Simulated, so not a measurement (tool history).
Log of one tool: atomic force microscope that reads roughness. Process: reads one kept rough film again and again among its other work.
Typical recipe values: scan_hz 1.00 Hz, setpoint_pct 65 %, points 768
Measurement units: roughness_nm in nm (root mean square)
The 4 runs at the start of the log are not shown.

run 5 day=2.312 | scan_hz=1.00 setpoint_pct=65 points=768 | roughness_nm=2.464
run 6 day=2.971 | scan_hz=1.00 setpoint_pct=65 points=768 | roughness_nm=2.437
run 7 day=3.329 | scan_hz=1.03 setpoint_pct=65 points=768 | roughness_nm=2.421
run 8 day=3.846 | scan_hz=1.03 setpoint_pct=65 points=768 | roughness_nm=2.415
-- day=4.371 new tip fitted
run 9 day=4.529 | scan_hz=1.03 setpoint_pct=65 points=768 | roughness_nm=2.565
run 10 day=4.992 | scan_hz=1.03 setpoint_pct=65 points=768 | roughness_nm=2.540
run 11 day=5.642 | scan_hz=1.00 setpoint_pct=65 points=768 | roughness_nm=2.533
run 12 day=6.008 | scan_hz=1.00 setpoint_pct=65 points=768 | roughness_nm=2.536
run 13 day=6.696 | scan_hz=1.00 setpoint_pct=65 points=768 | roughness_nm=2.525
run 14 day=7.429 | scan_hz=1.00 setpoint_pct=65 points=768 | roughness_nm=2.524
run 15 day=8.092 | scan_hz=1.00 setpoint_pct=65 points=274 | roughness_nm=2.502
run 16 day=8.800 | scan_hz=1.00 setpoint_pct=65 points=274 | roughness_nm=2.484
run 17 day=9.458 | scan_hz=1.00 setpoint_pct=65 points=274 | roughness_nm=2.482
run 18 day=9.788 | scan_hz=1.00 setpoint_pct=65 points=274 | roughness_nm=2.468
run 19 day=10.192 | scan_hz=1.00 setpoint_pct=65 points=274 | roughness_nm=2.464
run 20 day=10.925 | scan_hz=2.37 setpoint_pct=87 points=699 | roughness_nm=1.852
run 21 day=11.408 | scan_hz=0.53 setpoint_pct=66 points=768 | roughness_nm=2.488
run 22 day=11.962 | scan_hz=0.53 setpoint_pct=66 points=768 | roughness_nm=2.487
run 23 day=12.350 | scan_hz=0.53 setpoint_pct=66 points=768 | roughness_nm=2.499
run 24 day=12.950 | scan_hz=0.53 setpoint_pct=66 points=768 | roughness_nm=2.455
-- day=13.217 new tip fitted
run 25 day=13.546 | scan_hz=0.53 setpoint_pct=66 points=768 | roughness_nm=2.595
run 26 day=14.279 | scan_hz=1.28 setpoint_pct=56 points=637 | roughness_nm=2.560
run 27 day=14.762 | scan_hz=3.84 setpoint_pct=56 points=735 | roughness_nm=2.427
run 28 day=15.104 | scan_hz=3.84 setpoint_pct=56 points=735 | roughness_nm=2.391

Run 29 is up next; what results do you expect?
run 29 day=15.508 | scan_hz=2.76 setpoint_pct=68 points=473 | roughness_nm=?

{"run 29": {"roughness_nm": 2.275}}
Take away the tool's hidden state, keep the run-to-run variation as it was, and the same run would have given roughness_nm 2.318 nm (root mean square).
